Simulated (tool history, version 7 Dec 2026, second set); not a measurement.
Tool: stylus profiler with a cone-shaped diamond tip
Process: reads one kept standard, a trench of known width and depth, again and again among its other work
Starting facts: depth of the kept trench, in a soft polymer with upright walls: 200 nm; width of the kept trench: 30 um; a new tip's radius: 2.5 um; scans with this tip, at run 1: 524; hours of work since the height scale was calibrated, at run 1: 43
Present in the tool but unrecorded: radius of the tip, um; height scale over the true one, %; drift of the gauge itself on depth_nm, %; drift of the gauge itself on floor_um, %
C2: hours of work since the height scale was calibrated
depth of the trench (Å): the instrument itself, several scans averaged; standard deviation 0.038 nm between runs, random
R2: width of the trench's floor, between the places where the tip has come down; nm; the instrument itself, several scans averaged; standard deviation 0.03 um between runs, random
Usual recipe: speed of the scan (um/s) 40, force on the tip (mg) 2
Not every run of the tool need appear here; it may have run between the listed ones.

Run 1, hour 0: usual settings; scans with this tip 524; C2 43. Result: depth of the trench (Å) 2022.9, R2 27790 nm.
Run 2, hour 23.2: usual settings; scans with this tip 680; C2 56. Result: depth of the trench (Å) 2023.6, R2 27810 nm.
Run 3, hour 45.6: usual settings; scans with this tip 831; C2 68. Result: depth of the trench (Å) 2023.7, R2 27780 nm.
Run 4, hour 75: usual settings; scans with this tip 1028; C2 84. Result: depth of the trench (Å) 2023.9, R2 27780 nm.
Run 5, hour 92.9: usual settings; scans with this tip 1148; C2 94. Result: depth of the trench (Å) 2023.8, R2 27800 nm.
Run 6, hour 108.5: usual settings; scans with this tip 1253; C2 102. Result: depth of the trench (Å) 2023.7, R2 27700 nm.
Run 7, hour 130.5: usual settings; scans with this tip 1400; C2 114. Result: depth of the trench (Å) 2023.5, R2 27710 nm.
Run 8, hour 145.8: usual settings; scans with this tip 1503; C2 123. Result: depth of the trench (Å) 2023.7, R2 27720 nm.
Run 9, hour 165: usual settings; scans with this tip 1632; C2 133. Result: depth of the trench (Å) 2024.2, R2 27630 nm.
Run 10, hour 190: usual settings; scans with this tip 1800; C2 147. Result: depth of the trench (Å) 2023.9, R2 27660 nm.
Run 11, hour 220.2: usual settings but speed of the scan (um/s) 55; scans with this tip 2003; C2 163. Result: depth of the trench (Å) 2024.1, R2 27620 nm.
Run 12, hour 236.2: usual settings but speed of the scan (um/s) 55; scans with this tip 2111; C2 172. Result: depth of the trench (Å) 2024, R2 27580 nm.
Run 13, hour 257.7: usual settings but speed of the scan (um/s) 55; scans with this tip 2255; C2 184. Result: depth of the trench (Å) 2024, R2 27550 nm.
Run 14, hour 273.3: usual settings but speed of the scan (um/s) 55; scans with this tip 2360; C2 193. Result: depth of the trench (Å) 2025.3, R2 27540 nm.
Run 15, hour 304.7: usual settings but force on the tip (mg) 2.05; scans with this tip 2571; C2 210. Result: depth of the trench (Å) 2024.4, R2 27560 nm.
Run 16, hour 319.9: usual settings; scans with this tip 2673; C2 218. Result: depth of the trench (Å) 2024.2, R2 27530 nm.
Run 17, hour 346.6: usual settings but force on the tip (mg) 1.27; scans with this tip 2852; C2 233. Result: depth of the trench (Å) 2018.2, R2 27510 nm.
Run 18, hour 363.8: usual settings but force on the tip (mg) 3.63; scans with this tip 2967; C2 242. Result: depth of the trench (Å) 2035, R2 27560 nm.
Run 19, hour 389.7: usual settings but force on the tip (mg) 0.81; scans with this tip 3142; C2 256. Result: depth of the trench (Å) 2014.7, R2 27440 nm.
Run 20, hour 410.2: usual settings but force on the tip (mg) 0.81; scans with this tip 3279; C2 268. Result: depth of the trench (Å) 2014.6, R2 27350 nm.
Run 21, hour 433.7: usual settings but speed of the scan (um/s) 112; scans with this tip 3437; C2 280. Result: depth of the trench (Å) 2024.8, R2 27290 nm.
Run 22, hour 455.1: usual settings but speed of the scan (um/s) 112; scans with this tip 3581; C2 292. Result: depth of the trench (Å) 2024.3, R2 27190 nm.
Run 23, hour 471.9: usual settings but force on the tip (mg) 5.11; scans with this tip 3694; C2 301. Result: depth of the trench (Å) 2044.4, R2 27500 nm.
Run 24, hour 501.4: usual settings but force on the tip (mg) 5.11; scans with this tip 3892; C2 318. Result: depth of the trench (Å) 2044.9, R2 27430 nm.
Run 25, hour 525.5: usual settings but force on the tip (mg) 1.04; scans with this tip 4054; C2 331. Result: depth of the trench (Å) 2017.9, R2 27400 nm.
Run 26, hour 539.9: usual settings but speed of the scan (um/s) 45, force on the tip (mg) 0.89; scans with this tip 4150; C2 339. Result: depth of the trench (Å) 2016.5, R2 27320 nm.
Run 27, hour 564.1: usual settings but speed of the scan (um/s) 48, force on the tip (mg) 1.4; scans with this tip 4313; C2 352. Result: depth of the trench (Å) 2020.7, R2 27230 nm.
Run 28, hour 577.6: usual settings but speed of the scan (um/s) 22, force on the tip (mg) 1.4; scans with this tip 4404; C2 359. Result: depth of the trench (Å) 2021.3, R2 27390 nm.
Run 29, hour 609.1: usual settings but speed of the scan (um/s) 12, force on the tip (mg) 2.99; scans with this tip 4615; C2 377. Result: depth of the trench (Å) 2032.4, R2 27370 nm.
Run 30, hour 624.5: usual settings but speed of the scan (um/s) 15, force on the tip (mg) 5.68; scans with this tip 4719; C2 385. Result: depth of the trench (Å) 2049, R2 27340 nm.
Run 31, hour 638.4: usual settings but speed of the scan (um/s) 14, force on the tip (mg) 4.38; scans with this tip 4812; C2 393. Result: depth of the trench (Å) 2041.8, R2 27370 nm.
Run 32, hour 660.1: usual settings but speed of the scan (um/s) 14, force on the tip (mg) 4.38; scans with this tip 4957; C2 404. Result: depth of the trench (Å) 2040.9, R2 27350 nm.
Run 33, hour 678.2: usual settings but speed of the scan (um/s) 32, force on the tip (mg) 1.47; scans with this tip 5080; C2 414. Result: depth of the trench (Å) 2021.3, R2 27260 nm.
Run 34, hour 694.7: usual settings but speed of the scan (um/s) 19; scans with this tip 5190; C2 423. Result: depth of the trench (Å) 2025.8, R2 27320 nm.
Run 35, hour 709.6: usual settings but speed of the scan (um/s) 11, force on the tip (mg) 5.31; scans with this tip 5290; C2 432. Result: depth of the trench (Å) 2046.4, R2 27280 nm.
Run 36, hour 728.6: usual settings but speed of the scan (um/s) 11, force on the tip (mg) 5.31; scans with this tip 5418; C2 442. Result: depth of the trench (Å) 2046.6, R2 27280 nm.
Run 37, hour 757.1: usual settings but speed of the scan (um/s) 120, force on the tip (mg) 1.1; scans with this tip 5609; C2 458. Result: depth of the trench (Å) 2018, R2 26910 nm.
Run 38, hour 788: usual settings but speed of the scan (um/s) 120, force on the tip (mg) 1.1; scans with this tip 5817; C2 475. Result: depth of the trench (Å) 2018.8, R2 26880 nm.
Run 39, hour 810.1: usual settings but speed of the scan (um/s) 120, force on the tip (mg) 1.1; scans with this tip 5965; C2 487. Result: depth of the trench (Å) 2018.8, R2 26820 nm.
Run 40, hour 823.7: usual settings but speed of the scan (um/s) 120, force on the tip (mg) 1.1; scans with this tip 6057; C2 494. Result: depth of the trench (Å) 2019.4, R2 26750 nm.
Run 41, hour 855.3: usual settings but speed of the scan (um/s) 11, force on the tip (mg) 1.02; scans with this tip 6269; C2 511. Result: depth of the trench (Å) 2018.4, R2 27220 nm.
Run 42, hour 874.3: usual settings but speed of the scan (um/s) 14, force on the tip (mg) 1.68; scans with this tip 6396; C2 522. Result: depth of the trench (Å) 2024, R2 27210 nm.
Run 43, hour 905.8: usual settings but speed of the scan (um/s) 14, force on the tip (mg) 1.68; scans with this tip 6608; C2 539. Result: depth of the trench (Å) 2025, R2 27170 nm.
Run 44, hour 926: usual settings but speed of the scan (um/s) 14, force on the tip (mg) 1.68; scans with this tip 6744; C2 550. Result: depth of the trench (Å) 2024.5, R2 27150 nm.
Run 45, hour 950.2: usual settings but speed of the scan (um/s) 14, force on the tip (mg) 1.68; scans with this tip 6906; C2 563. Result: depth of the trench (Å) 2024.6, R2 27120 nm.
Run 46, hour 977.3: usual settings but speed of the scan (um/s) 24, force on the tip (mg) 1.4; scans with this tip 7088; C2 578. Result: depth of the trench (Å) 2021.5, R2 27030 nm.
Run 47, hour 993.9: usual settings but speed of the scan (um/s) 68, force on the tip (mg) 1.56; scans with this tip 7200; C2 587. Result: depth of the trench (Å) 2023.7, R2 26940 nm.

Pick out some run-to-run changes in depth of the trench (Å). Of each, how much would a tool without hidden state show as well, from the settings, what came in and chance, and how much is left for the hidden state and any gauge scatter not in both results compared?
Run 3 -> 4: no setting touched and nothing written in the log between the runs. depth of the trench (Å) +0.2: hidden state +0.2, all else +0.
Run 10 -> 11: speed of the scan (um/s) 40 -> 55. depth of the trench (Å) +0.2: hidden state +0.2, all else +0.
Run 22 -> 23: speed of the scan (um/s) 112 -> 40, force on the tip (mg) 2 -> 5.11. depth of the trench (Å) +20.1: hidden state +0.2, all else +19.9.
Run 24 -> 25: force on the tip (mg) 5.11 -> 1.04. depth of the trench (Å) -27: hidden state +0.1, all else -27.1.
Run 34 -> 35: speed of the scan (um/s) 19 -> 11, force on the tip (mg) 2 -> 5.31. depth of the trench (Å) +20.6: hidden state +0, all else +20.6.
Run 36 -> 37: speed of the scan (um/s) 11 -> 120, force on the tip (mg) 5.31 -> 1.1. depth of the trench (Å) -28.6: hidden state +0, all else -28.6.

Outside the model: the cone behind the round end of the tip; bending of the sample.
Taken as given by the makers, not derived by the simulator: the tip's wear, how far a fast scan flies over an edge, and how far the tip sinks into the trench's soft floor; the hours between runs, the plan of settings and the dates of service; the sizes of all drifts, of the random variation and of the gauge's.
